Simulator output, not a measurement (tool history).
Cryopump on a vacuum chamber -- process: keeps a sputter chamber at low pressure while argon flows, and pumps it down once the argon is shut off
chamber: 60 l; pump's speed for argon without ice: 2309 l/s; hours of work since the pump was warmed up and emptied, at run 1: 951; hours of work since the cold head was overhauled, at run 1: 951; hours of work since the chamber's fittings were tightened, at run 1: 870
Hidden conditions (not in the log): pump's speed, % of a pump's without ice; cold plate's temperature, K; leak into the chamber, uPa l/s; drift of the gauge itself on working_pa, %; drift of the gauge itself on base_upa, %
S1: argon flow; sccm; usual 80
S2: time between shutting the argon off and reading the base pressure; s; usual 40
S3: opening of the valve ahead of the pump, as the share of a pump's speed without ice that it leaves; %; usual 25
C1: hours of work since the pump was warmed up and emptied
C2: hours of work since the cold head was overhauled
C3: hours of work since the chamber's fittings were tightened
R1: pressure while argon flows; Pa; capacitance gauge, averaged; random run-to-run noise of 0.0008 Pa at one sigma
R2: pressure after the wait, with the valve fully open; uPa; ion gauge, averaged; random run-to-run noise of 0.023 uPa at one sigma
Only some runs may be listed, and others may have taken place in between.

{"run": 1, "hour": 0.0, "S1": 80, "S2": 40, "S3": 25, "C1": 951, "C2": 951, "C3": 870, "R1": 0.2421, "R2": 1.75}
{"run": 2, "hour": 43.5, "S1": 117, "S2": 40, "S3": 25, "C1": 983, "C2": 983, "C3": 903, "R1": 0.3546, "R2": 1.78}
{"hour": 61.1, "done": "pump warmed up, emptied and cooled again"}
{"run": 3, "hour": 92.0, "S1": 117, "S2": 40, "S3": 25, "C1": 23, "C2": 1016, "C3": 935, "R1": 0.3441, "R2": 1.67}
{"run": 4, "hour": 151.0, "S1": 117, "S2": 40, "S3": 25, "C1": 67, "C2": 1059, "C3": 979, "R1": 0.3432, "R2": 1.7}
{"run": 5, "hour": 205.2, "S1": 117, "S2": 40, "S3": 25, "C1": 107, "C2": 1100, "C3": 1019, "R1": 0.3457, "R2": 1.83}
{"run": 6, "hour": 249.9, "S1": 148, "S2": 40, "S3": 25, "C1": 140, "C2": 1133, "C3": 1052, "R1": 0.4348, "R2": 1.87}
{"run": 7, "hour": 322.5, "S1": 148, "S2": 40, "S3": 25, "C1": 194, "C2": 1187, "C3": 1106, "R1": 0.437, "R2": 1.78}
{"run": 8, "hour": 355.7, "S1": 80, "S2": 40, "S3": 25, "C1": 219, "C2": 1212, "C3": 1131, "R1": 0.2362, "R2": 1.87}
{"run": 9, "hour": 416.9, "S1": 80, "S2": 40, "S3": 25, "C1": 265, "C2": 1257, "C3": 1177, "R1": 0.2373, "R2": 1.89}
{"run": 10, "hour": 466.6, "S1": 67, "S2": 71, "S3": 58, "C1": 302, "C2": 1294, "C3": 1214, "R1": 0.0871, "R2": 1.64}
{"run": 11, "hour": 521.9, "S1": 44, "S2": 71, "S3": 47, "C1": 343, "C2": 1335, "C3": 1255, "R1": 0.0707, "R2": 1.74}
{"run": 12, "hour": 590.6, "S1": 44, "S2": 210, "S3": 47, "C1": 394, "C2": 1386, "C3": 1306, "R1": 0.0704, "R2": 1.57}
{"run": 13, "hour": 661.7, "S1": 66, "S2": 191, "S3": 23, "C1": 447, "C2": 1439, "C3": 1359, "R1": 0.2144, "R2": 1.61}
{"run": 14, "hour": 698.5, "S1": 35, "S2": 33, "S3": 39, "C1": 474, "C2": 1467, "C3": 1386, "R1": 0.0676, "R2": 2.31}
{"run": 15, "hour": 751.5, "S1": 130, "S2": 45, "S3": 38, "C1": 514, "C2": 1506, "C3": 1425, "R1": 0.2587, "R2": 2.15}
{"run": 16, "hour": 803.8, "S1": 89, "S2": 152, "S3": 19, "C1": 552, "C2": 1545, "C3": 1464, "R1": 0.3501, "R2": 1.8}
{"run": 17, "hour": 877.5, "S1": 89, "S2": 73, "S3": 19, "C1": 607, "C2": 1600, "C3": 1519, "R1": 0.3488, "R2": 2.02}

Here are 4 independent what-if runs from the current tool condition. What would each one return?
{"run": "A", "hour": 933.7, "S1": 32, "S2": 164, "S3": 29, "C1": 649, "C2": 1642, "C3": 1561, "R1": "?", "R2": "?"}
{"run": "B", "hour": 933.7, "S1": 71, "S2": 73, "S3": 53, "C1": 649, "C2": 1642, "C3": 1561, "R1": "?", "R2": "?"}
{"run": "C", "hour": 933.7, "S1": 80, "S2": 81, "S3": 25, "C1": 649, "C2": 1642, "C3": 1561, "R1": "?", "R2": "?"}
{"run": "D", "hour": 933.7, "S1": 80, "S2": 20, "S3": 41, "C1": 649, "C2": 1642, "C3": 1561, "R1": "?", "R2": "?"}

run=A R1=0.0835 R2=1.88
run=B R1=0.1027 R2=2.06
run=C R1=0.2395 R2=2.03
run=D R1=0.1487 R2=3.08
Stripped of hidden state, with their random variation kept, the same runs would have yielded:
run=A R1=0.0812 R2=0.29
run=B R1=0.0974 R2=0.5
run=C R1=0.2336 R2=0.45
run=D R1=0.1427 R2=1.47

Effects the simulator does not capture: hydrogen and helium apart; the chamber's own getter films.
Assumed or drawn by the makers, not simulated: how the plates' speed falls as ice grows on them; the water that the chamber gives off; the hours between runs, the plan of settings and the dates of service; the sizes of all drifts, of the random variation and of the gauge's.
